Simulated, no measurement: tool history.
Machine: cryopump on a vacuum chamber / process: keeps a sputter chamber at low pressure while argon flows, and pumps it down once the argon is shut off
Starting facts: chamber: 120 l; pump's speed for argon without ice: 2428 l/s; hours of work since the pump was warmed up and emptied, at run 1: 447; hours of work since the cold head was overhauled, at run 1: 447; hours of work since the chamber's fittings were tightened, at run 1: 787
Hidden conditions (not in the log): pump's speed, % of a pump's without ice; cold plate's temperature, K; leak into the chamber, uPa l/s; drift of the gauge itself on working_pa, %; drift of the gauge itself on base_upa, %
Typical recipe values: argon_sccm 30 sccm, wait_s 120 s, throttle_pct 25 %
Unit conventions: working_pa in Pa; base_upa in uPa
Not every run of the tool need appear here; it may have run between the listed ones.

run   hour  argon_sccm  wait_s  throttle_pct  hours of work since the pump was warmed up and emptied  hours of work since the cold head was overhauled  hours of work since the chamber's fittings were tightened  working_pa  base_upa
  1      0          30     120            25                                                     447                                               447                                                        787      0.0865       1.5
  2     20          30     120            25                                                     456                                               456                                                        796       0.088       1.5
  3   35.5          30     120            25                                                     464                                               464                                                        803      0.0874      1.56
  4   57.4          30     120            25                                                     474                                               474                                                        813       0.087      1.62
  5   81.1          30     120            25                                                     485                                               485                                                        825      0.0875      1.53
  6  101.4          30     120            25                                                     495                                               495                                                        834      0.0875      1.61
  7  126.7          30     120            25                                                     507                                               507                                                        846      0.0874      1.59
  8  149.5          30     120            25                                                     517                                               517                                                        857      0.0886      1.61
  9  170.9          30      23            25                                                     527                                               527                                                        867      0.0881      2.52
 10  185.1          30      23            25                                                     534                                               534                                                        873      0.0889      2.39
 11    199          30     120            49                                                     541                                               541                                                        880      0.0468      1.69
 12  227.1          30     120            49                                                     554                                               554                                                        893      0.0471      1.76
 13  244.2          30     120            25                                                     562                                               562                                                        901      0.0883      1.74
 14  267.3          30     120            25                                                     573                                               573                                                        912      0.0882      1.75
 15  283.2          30     120            25                                                     580                                               580                                                        920      0.0885       1.8
 16  295.8          30     120            25                                                     586                                               586                                                        925      0.0889      1.88
 17  316.1          30     120            25                                                     596                                               596                                                        935      0.0885      1.85
 18    342          30     120            25                                                     608                                               608                                                        947      0.0887      1.84
 19  370.4          34     120            22                                                     621                                               621                                                        960      0.1133      1.86
 20  393.3          34     120            22                                                     632                                               632                                                        971      0.1136      1.95
 21  407.1          45      55            18                                                     638                                               638                                                        978      0.1822      2.13
 22  423.3          19      32            35                                                     646                                               646                                                        985       0.041      2.48
 23  449.4          29      32            35                                                     658                                               658                                                        998      0.0631      2.47
 24  469.8          13     120            34                                                     668                                               668                                                       1007      0.0289      1.99
 25  490.6          13     120            34                                                     678                                               678                                                       1017      0.0287      2.01
 26    519          13     120            34                                                     691                                               691                                                       1030      0.0296      2.04
 27  538.6          41      39            26                                                     700                                               700                                                       1040      0.1171      2.44
 28  559.7          41      39            26                                                     710                                               710                                                       1049      0.1187      2.46
 29  578.4          20      60            49                                                     719                                               719                                                       1058      0.0326      2.25
 30  596.1          30      24            20                                                     727                                               727                                                       1066      0.1108      2.82
 31  617.7          22      24            19                                                     737                                               737                                                       1077      0.0857      2.99
 32  640.8          22      24            19                                                     748                                               748                                                       1088      0.0855      2.87
 33  659.1          30     120            23                                                     757                                               757                                                       1096       0.097       2.2

3 options for the next run, each taken on its own from the tool as it stands now. Forecast them:
  A  672.3          30      37            25                                                     763                                               763                                                       1102           ?         ?
  B  672.3          30     133            25                                                     763                                               763                                                       1102           ?         ?
  C  672.3          30      98            23                                                     763                                               763                                                       1102           ?         ?

run  working_pa  base_upa
  A      0.0897      2.68
  B      0.0907      2.19
  C      0.0967      2.19
Without the tool's hidden state the same runs would have given:
run  working_pa  base_upa
  A      0.0827      0.72
  B      0.0837      0.24
  C      0.0897      0.33

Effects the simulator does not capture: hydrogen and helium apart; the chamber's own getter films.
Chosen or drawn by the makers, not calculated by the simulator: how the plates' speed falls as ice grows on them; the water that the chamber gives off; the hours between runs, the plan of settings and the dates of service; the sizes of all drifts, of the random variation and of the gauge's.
